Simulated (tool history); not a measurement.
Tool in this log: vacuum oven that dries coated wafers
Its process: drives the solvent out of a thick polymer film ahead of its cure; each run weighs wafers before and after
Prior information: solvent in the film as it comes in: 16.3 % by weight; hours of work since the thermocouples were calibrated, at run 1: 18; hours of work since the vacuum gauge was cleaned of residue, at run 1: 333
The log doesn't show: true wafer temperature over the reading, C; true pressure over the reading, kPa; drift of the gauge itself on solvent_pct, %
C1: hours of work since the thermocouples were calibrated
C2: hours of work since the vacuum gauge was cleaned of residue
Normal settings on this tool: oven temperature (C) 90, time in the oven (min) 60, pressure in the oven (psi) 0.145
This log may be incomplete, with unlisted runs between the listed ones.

run 1 day=0.000 | oven_temperature_(C)=90 time_in_the_oven_(min)=60 pressure_in_the_oven_(psi)=0.145 | C1=18 C2=333 | solvent_left_in_the_film_(%)=1.55
run 2 day=0.258 | oven_temperature_(C)=90 time_in_the_oven_(min)=60 pressure_in_the_oven_(psi)=0.145 | C1=22 C2=337 | solvent_left_in_the_film_(%)=1.45
run 3 day=0.479 | oven_temperature_(C)=93 time_in_the_oven_(min)=60 pressure_in_the_oven_(psi)=0.145 | C1=26 C2=340 | solvent_left_in_the_film_(%)=1.22
run 4 day=0.888 | oven_temperature_(C)=93 time_in_the_oven_(min)=60 pressure_in_the_oven_(psi)=0.145 | C1=32 C2=347 | solvent_left_in_the_film_(%)=1.26
run 5 day=1.250 | oven_temperature_(C)=93 time_in_the_oven_(min)=60 pressure_in_the_oven_(psi)=0.145 | C1=38 C2=352 | solvent_left_in_the_film_(%)=1.16
run 6 day=1.488 | oven_temperature_(C)=90 time_in_the_oven_(min)=60 pressure_in_the_oven_(psi)=0.281 | C1=41 C2=356 | solvent_left_in_the_film_(%)=2.53
run 7 day=1.779 | oven_temperature_(C)=90 time_in_the_oven_(min)=60 pressure_in_the_oven_(psi)=0.281 | C1=46 C2=361 | solvent_left_in_the_film_(%)=2.43
run 8 day=2.167 | oven_temperature_(C)=90 time_in_the_oven_(min)=60 pressure_in_the_oven_(psi)=0.138 | C1=52 C2=367 | solvent_left_in_the_film_(%)=1.48
run 9 day=2.496 | oven_temperature_(C)=90 time_in_the_oven_(min)=60 pressure_in_the_oven_(psi)=0.145 | C1=57 C2=372 | solvent_left_in_the_film_(%)=1.66
run 10 day=3.017 | oven_temperature_(C)=90 time_in_the_oven_(min)=39 pressure_in_the_oven_(psi)=0.145 | C1=65 C2=380 | solvent_left_in_the_film_(%)=2.55
run 11 day=3.338 | oven_temperature_(C)=90 time_in_the_oven_(min)=39 pressure_in_the_oven_(psi)=0.145 | C1=70 C2=385 | solvent_left_in_the_film_(%)=2.55
run 12 day=3.854 | oven_temperature_(C)=90 time_in_the_oven_(min)=47 pressure_in_the_oven_(psi)=0.109 | C1=78 C2=393 | solvent_left_in_the_film_(%)=1.71
run 13 day=4.242 | oven_temperature_(C)=102 time_in_the_oven_(min)=60 pressure_in_the_oven_(psi)=0.145 | C1=84 C2=399 | solvent_left_in_the_film_(%)=0.63
run 14 day=4.688 | oven_temperature_(C)=98 time_in_the_oven_(min)=60 pressure_in_the_oven_(psi)=0.145 | C1=91 C2=406 | solvent_left_in_the_film_(%)=0.93
run 15 day=5.125 | oven_temperature_(C)=85 time_in_the_oven_(min)=95 pressure_in_the_oven_(psi)=0.145 | C1=98 C2=413 | solvent_left_in_the_film_(%)=1.44
run 16 day=5.392 | oven_temperature_(C)=85 time_in_the_oven_(min)=95 pressure_in_the_oven_(psi)=0.145 | C1=102 C2=417 | solvent_left_in_the_film_(%)=1.51
run 17 day=5.717 | oven_temperature_(C)=90 time_in_the_oven_(min)=31 pressure_in_the_oven_(psi)=0.184 | C1=107 C2=422 | solvent_left_in_the_film_(%)=3.58
run 18 day=6.162 | oven_temperature_(C)=94 time_in_the_oven_(min)=37 pressure_in_the_oven_(psi)=0.360 | C1=114 C2=429 | solvent_left_in_the_film_(%)=3.13
run 19 day=6.454 | oven_temperature_(C)=88 time_in_the_oven_(min)=60 pressure_in_the_oven_(psi)=0.184 | C1=118 C2=433 | solvent_left_in_the_film_(%)=2.17
run 20 day=6.967 | oven_temperature_(C)=80 time_in_the_oven_(min)=94 pressure_in_the_oven_(psi)=0.231 | C1=126 C2=441 | solvent_left_in_the_film_(%)=2.99

Each row is a separate what-if for the run after 20, all from the same tool condition, not one after another. Results?
run A day=7.475 | oven_temperature_(C)=89 time_in_the_oven_(min)=65 pressure_in_the_oven_(psi)=0.338 | C1=134 C2=449 | solvent_left_in_the_film_(%)=?
run B day=7.475 | oven_temperature_(C)=95 time_in_the_oven_(min)=60 pressure_in_the_oven_(psi)=0.145 | C1=134 C2=449 | solvent_left_in_the_film_(%)=?
run C day=7.475 | oven_temperature_(C)=87 time_in_the_oven_(min)=60 pressure_in_the_oven_(psi)=0.145 | C1=134 C2=449 | solvent_left_in_the_film_(%)=?
run D day=7.475 | oven_temperature_(C)=78 time_in_the_oven_(min)=34 pressure_in_the_oven_(psi)=0.560 | C1=134 C2=449 | solvent_left_in_the_film_(%)=?

run=A solvent_left_in_the_film_(%)=2.97
run=B solvent_left_in_the_film_(%)=1.06
run=C solvent_left_in_the_film_(%)=2.01
run=D solvent_left_in_the_film_(%)=9.53
What these runs would have given with no unlogged condition in the tool:
run=A solvent_left_in_the_film_(%)=2.97
run=B solvent_left_in_the_film_(%)=1.06
run=C solvent_left_in_the_film_(%)=2.01
run=D solvent_left_in_the_film_(%)=9.52
